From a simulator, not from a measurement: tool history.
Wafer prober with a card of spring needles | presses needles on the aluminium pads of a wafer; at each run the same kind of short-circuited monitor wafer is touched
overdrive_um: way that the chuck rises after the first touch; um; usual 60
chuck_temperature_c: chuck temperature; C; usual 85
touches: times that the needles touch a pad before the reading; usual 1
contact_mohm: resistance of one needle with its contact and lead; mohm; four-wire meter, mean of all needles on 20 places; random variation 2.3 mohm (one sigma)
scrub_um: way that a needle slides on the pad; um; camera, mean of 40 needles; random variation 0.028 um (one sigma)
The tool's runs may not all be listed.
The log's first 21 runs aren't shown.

run,hour,overdrive_um,chuck_temperature_c,touches,touches since the tips were cleaned,cleanings since the card got new needles,touches since the first contact's height was set,contact_mohm,scrub_um
# hour 916.9: tips cleaned on abrasive film
22,920.7,70,42,3,1426,136,18068,279,16.66
# hour 941.7: tips cleaned on abrasive film
23,956.7,70,42,3,5551,137,31389,305,16.64
# hour 964.3: tips cleaned on abrasive film
# hour 986.7: tips cleaned on abrasive film
24,986.7,70,42,3,0,139,42463,254,16.54
# hour 1012.8: tips cleaned on abrasive film
# hour 1038.5: tips cleaned on abrasive film
25,1045.5,60,103,1,2602,141,64235,443,14.19
# hour 1063.2: tips cleaned on abrasive film
# hour 1085.0: tips cleaned on abrasive film
26,1105.5,40,114,2,7644,143,86478,653,9.39
# hour 1110.5: tips cleaned on abrasive film
# hour 1134.0: tips cleaned on abrasive film
27,1140.2,55,48,1,2300,145,99279,440,12.92
# hour 1157.9: tips cleaned on abrasive film
28,1168.2,52,41,2,3845,146,109659,436,12.20
# hour 1182.3: tips cleaned on abrasive film
# hour 1204.6: tips cleaned on abrasive film
29,1204.6,60,95,1,0,148,123098,295,14.04
# hour 1226.6: tips cleaned on abrasive film
# hour 1249.1: tips cleaned on abrasive film
# hour 1260.1: height of the first contact set anew
30,1262.2,51,95,2,4762,150,804,463,12.16

3 ways to go on from here, each from the tool as it stands after run 30. What would each give?
# hour 1276.0: tips cleaned on abrasive film
# hour 1299.5: tips cleaned on abrasive film
# hour 1325.5: tips cleaned on abrasive film
A,1325.5,40,39,1,0,153,24204,?,?
# hour 1276.0: tips cleaned on abrasive film
# hour 1299.5: tips cleaned on abrasive film
# hour 1325.5: tips cleaned on abrasive film
B,1325.5,52,85,2,0,153,24204,?,?
# hour 1276.0: tips cleaned on abrasive film
# hour 1299.5: tips cleaned on abrasive film
# hour 1325.5: tips cleaned on abrasive film
C,1325.5,61,38,2,0,153,24204,?,?

run,contact_mohm,scrub_um
A,324,9.48
B,288,12.32
C,263,14.46
Without the tool's hidden state the same runs would have given:
run,contact_mohm,scrub_um
A,252,9.53
B,259,12.37
C,241,14.51

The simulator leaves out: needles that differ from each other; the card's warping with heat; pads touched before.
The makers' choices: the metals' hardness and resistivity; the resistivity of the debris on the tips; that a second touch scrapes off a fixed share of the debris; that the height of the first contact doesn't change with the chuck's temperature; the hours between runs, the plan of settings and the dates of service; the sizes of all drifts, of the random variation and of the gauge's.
